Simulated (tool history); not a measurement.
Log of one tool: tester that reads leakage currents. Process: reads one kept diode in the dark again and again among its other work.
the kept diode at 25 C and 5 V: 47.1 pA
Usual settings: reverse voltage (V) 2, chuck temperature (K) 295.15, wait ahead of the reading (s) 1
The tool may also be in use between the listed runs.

run,hour,reverse voltage (V),chuck temperature (K),wait ahead of the reading (s),current that the tester gives (pA)
1,0,2,295.15,1,29
2,100.1,2,295.15,1,29.09
# hour 179.9: chuck's temperature calibrated
3,258,2,295.15,1,28.96
4,418,2,295.15,1,29.2
5,582.1,2,295.15,1,29.08
6,749.3,2,295.15,1,28.99
7,960.7,2,295.15,1,28.89
# hour 999.2: chuck's temperature calibrated
# hour 1142: probe card cleaned and baked
8,1146.9,2,295.15,1,29.11
9,1341.6,2,295.15,1,29.04
10,1435.3,2,312.15,1,99.45
11,1593.9,2,312.15,1,99.56
12,1744.3,2,332.15,1,368.58
# hour 1824.7: chuck's temperature calibrated
13,1870.3,2,332.15,1,366.53
14,1977.9,2,295.15,1,28.89
15,2187.3,2,295.15,1,29.05
16,2306.9,2,295.15,1,29.17
17,2520.3,2,295.15,1,28.76
# hour 2642.9: chuck's temperature calibrated
18,2717.9,2,295.15,1,29.01
19,2851.6,2,295.15,1,29.15
20,3045.7,1.78,295.15,1,28.06
21,3159.9,19.25,311.15,1.66,187.23
22,3358.7,2.14,331.15,3.12,351.22
# hour 3462.6: chuck's temperature calibrated
23,3462.6,2.14,331.15,3.12,351.39
# hour 3551.4: probe card cleaned and baked
24,3575.8,2,293.15,0.52,25.52
# hour 3698.7: tester calibrated
25,3712.7,2,293.15,0.52,25.73
26,3929,2.95,302.15,0.52,55.96
27,4138.4,2,295.15,4.34,28.45
28,4230.9,9.35,325.15,2.14,378.82
# hour 4303.3: chuck's temperature calibrated
29,4453.7,9.35,325.15,2.14,380.21
30,4544.4,9.35,325.15,2.14,377.24
31,4760.4,9.35,325.15,2.14,377.56
32,4894.2,16.15,303.15,0.61,106.85
33,5114.7,2.56,303.15,0.96,56.65
# hour 5126.8: chuck's temperature calibrated
34,5278.7,2.21,303.15,8.14,53.81
35,5462.5,1.53,329.15,3.24,281.79
36,5601.4,7.11,305.15,3.24,89.39
37,5728.8,7.11,305.15,3.28,88.9
38,5855.7,1.16,305.15,1.12,51.15

Forecast each of these 4 alternatives for the next run:
# hour 5960.5: probe card cleaned and baked
# hour 5962.5: chuck's temperature calibrated
A,6028.6,1.16,305.15,3.26,?
# hour 5960.5: probe card cleaned and baked
# hour 5962.5: chuck's temperature calibrated
B,6028.6,2.97,298.15,1,?
# hour 5960.5: probe card cleaned and baked
# hour 5962.5: chuck's temperature calibrated
C,6028.6,19.07,305.15,6.94,?
# hour 5960.5: probe card cleaned and baked
# hour 5962.5: chuck's temperature calibrated
D,6028.6,2.92,293.15,0.91,?

run,current that the tester gives (pA)
A,51.07
B,41.36
C,121.08
D,28.41
Without the tool's hidden state the same runs would have given:
run,current that the tester gives (pA)
A,51.08
B,41.37
C,121.08
D,28.41

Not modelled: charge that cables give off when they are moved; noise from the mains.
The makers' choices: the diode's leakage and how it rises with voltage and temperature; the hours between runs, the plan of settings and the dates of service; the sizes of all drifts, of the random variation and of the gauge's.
